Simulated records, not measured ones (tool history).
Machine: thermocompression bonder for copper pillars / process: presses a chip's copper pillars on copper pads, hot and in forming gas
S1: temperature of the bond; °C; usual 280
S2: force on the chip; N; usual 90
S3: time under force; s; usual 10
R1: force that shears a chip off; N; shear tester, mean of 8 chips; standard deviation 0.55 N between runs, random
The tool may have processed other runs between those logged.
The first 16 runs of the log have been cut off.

run	day	S1	S2	S3	R1
17	20.792	280	120	10	65.3
18	22.6	280	120	10	65.4
19	23.608	299	90	10	72.9
20	25.212	299	90	10	71.1
21	26.796	269	110	14	60.3
22	27.658	285	124	10	70.5
23	28.608	280	73	10	51
24	29.721	280	84	17	67
25	30.617	258	90	27	59.9
26	31.579	258	90	27	59.9
# day 31.942: forming gas filter changed
27	33.4	252	90	8	33.5
28	34.729	252	90	8	35.3
29	36.362	281	63	10	48.5
30	37.992	306	90	17	91.9
31	39.621	306	90	17	89.6
32	40.871	277	85	19	67
33	42.475	290	90	11	66.7
34	43.746	268	64	11	41.4
# day 44.108: force cell calibrated
35	45.621	308	83	10	78.2
36	47.238	281	57	10	45.4
37	48.379	281	60	29	70.3

Predict each of these 4 candidate next runs independently; none follows another, all start after run 37:
A	50.238	280	63	5	?
B	50.238	256	93	10	?
C	50.238	264	67	10	?
D	50.238	281	60	23	?

run	R1
A	36.2
B	40.4
C	38.4
D	62.8
What these runs would have given with no unlogged condition in the tool:
run	R1
A	36.2
B	40.3
C	38.3
D	62.9

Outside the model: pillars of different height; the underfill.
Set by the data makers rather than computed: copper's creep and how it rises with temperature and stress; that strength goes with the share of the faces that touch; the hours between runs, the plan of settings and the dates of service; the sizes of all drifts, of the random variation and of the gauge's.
